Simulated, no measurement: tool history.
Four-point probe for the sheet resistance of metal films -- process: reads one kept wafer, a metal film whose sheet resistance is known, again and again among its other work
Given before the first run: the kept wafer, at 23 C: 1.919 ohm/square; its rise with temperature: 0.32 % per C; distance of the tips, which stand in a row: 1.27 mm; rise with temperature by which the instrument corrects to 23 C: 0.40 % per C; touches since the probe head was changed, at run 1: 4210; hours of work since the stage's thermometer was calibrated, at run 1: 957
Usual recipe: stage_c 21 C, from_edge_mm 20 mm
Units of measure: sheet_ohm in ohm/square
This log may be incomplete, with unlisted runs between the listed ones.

| run | hour | stage_c | from_edge_mm | touches since the probe head was changed | hours of work since the stage's thermometer was calibrated | sheet_ohm |
|---|---|---|---|---|---|---|
| 1 | 0 | 21 | 20 | 4210 | 957 | 1.915199 |
| 2 | 29.8 | 21 | 5 | 5194 | 980 | 1.974911 |
| 3 | 51.1 | 29 | 5 | 5896 | 996 | 1.963051 |
| 4 | 76.7 | 29 | 5 | 6741 | 1015 | 1.961858 |
| 5 | 106.2 | 33 | 20 | 7714 | 1037 | 1.895803 |
| 6 | 130.2 | 33 | 55 | 8504 | 1056 | 1.892783 |
| 7 | 149.3 | 33 | 55 | 9135 | 1070 | 1.892737 |
| 8 | 185.6 | 33 | 55 | 10332 | 1097 | 1.893112 |
| 9 | 208.1 | 21 | 20 | 11077 | 1114 | 1.913689 |
| 10 | 244.6 | 28 | 20 | 12281 | 1142 | 1.903011 |
| 11 | 270.9 | 28 | 20 | 13149 | 1162 | 1.903149 |
| 12 | 290.7 | 28 | 20 | 13802 | 1177 | 1.902772 |
| 13 | 316.6 | 28 | 20 | 14654 | 1196 | 1.902438 |
| 14 | 337.7 | 21 | 42 | 15353 | 1212 | 1.910785 |
| 15 | 367.9 | 21 | 42 | 16348 | 1235 | 1.910344 |
| 16 | 396.4 | 21 | 42 | 17288 | 1257 | 1.910629 |
| 17 | 411.8 | 21 | 42 | 17798 | 1268 | 1.909611 |
|  | 428.2 | stage's thermometer calibrated |
| 18 | 447.1 | 21 | 50 | 18946 | 14 | 1.908947 |
| 19 | 462.6 | 33 | 4 | 19455 | 26 | 1.986872 |
|  | 481.9 | stage's thermometer calibrated, once more |
| 20 | 485.2 | 18 | 6 | 20185 | 2 | 1.961736 |
| 21 | 504.7 | 29 | 7 | 20827 | 17 | 1.931864 |
| 22 | 532.5 | 26 | 52 | 21745 | 38 | 1.90336 |
| 23 | 550 | 18 | 55 | 22324 | 51 | 1.91626 |
| 24 | 565.6 | 26 | 36 | 22839 | 63 | 1.904127 |
| 25 | 583.8 | 27 | 4 | 23437 | 77 | 1.99857 |
| 26 | 611.7 | 34 | 4 | 24359 | 98 | 1.988261 |
| 27 | 627.4 | 27 | 4 | 24878 | 110 | 1.998306 |
| 28 | 655.5 | 28 | 13 | 25804 | 131 | 1.908958 |
| 29 | 674.3 | 30 | 43 | 26424 | 145 | 1.89779 |
| 30 | 706.2 | 30 | 48 | 27478 | 170 | 1.896538 |
| 31 | 731.4 | 30 | 48 | 28307 | 189 | 1.897322 |
| 32 | 762.5 | 27 | 33 | 29333 | 212 | 1.901553 |
| 33 | 780.5 | 19 | 27 | 29929 | 226 | 1.915272 |
| 34 | 795.3 | 19 | 27 | 30416 | 237 | 1.914728 |

Results for each run, recomputed without the tool's hidden state and with each run's random variation untouched:
Hidden conditions of the tool in this case: inner tips' distance over the nominal, %; tips' flats over new ones', %; wafer's true temperature over the reading, C; drift of the gauge itself on sheet_ohm, %.
| run | sheet_ohm |
|---|---|
| 1 | 1.926475 |
| 2 | 1.986646 |
| 3 | 1.974764 |
| 4 | 1.97367 |
| 5 | 1.907349 |
| 6 | 1.904405 |
| 7 | 1.904437 |
| 8 | 1.904971 |
| 9 | 1.925851 |
| 10 | 1.915218 |
| 11 | 1.915476 |
| 12 | 1.915174 |
| 13 | 1.914941 |
| 14 | 1.923484 |
| 15 | 1.923172 |
| 16 | 1.92358 |
| 17 | 1.922623 |
| 18 | 1.922781 |
| 19 | 2.001178 |
| 20 | 1.973162 |
| 21 | 1.9432 |
| 22 | 1.914661 |
| 23 | 1.92772 |
| 24 | 1.915569 |
| 25 | 2.010619 |
| 26 | 2.000365 |
| 27 | 2.01055 |
| 28 | 1.920826 |
| 29 | 1.909669 |
| 30 | 1.908543 |
| 31 | 1.909437 |
| 32 | 1.913834 |
| 33 | 1.927738 |
| 34 | 1.927254 |

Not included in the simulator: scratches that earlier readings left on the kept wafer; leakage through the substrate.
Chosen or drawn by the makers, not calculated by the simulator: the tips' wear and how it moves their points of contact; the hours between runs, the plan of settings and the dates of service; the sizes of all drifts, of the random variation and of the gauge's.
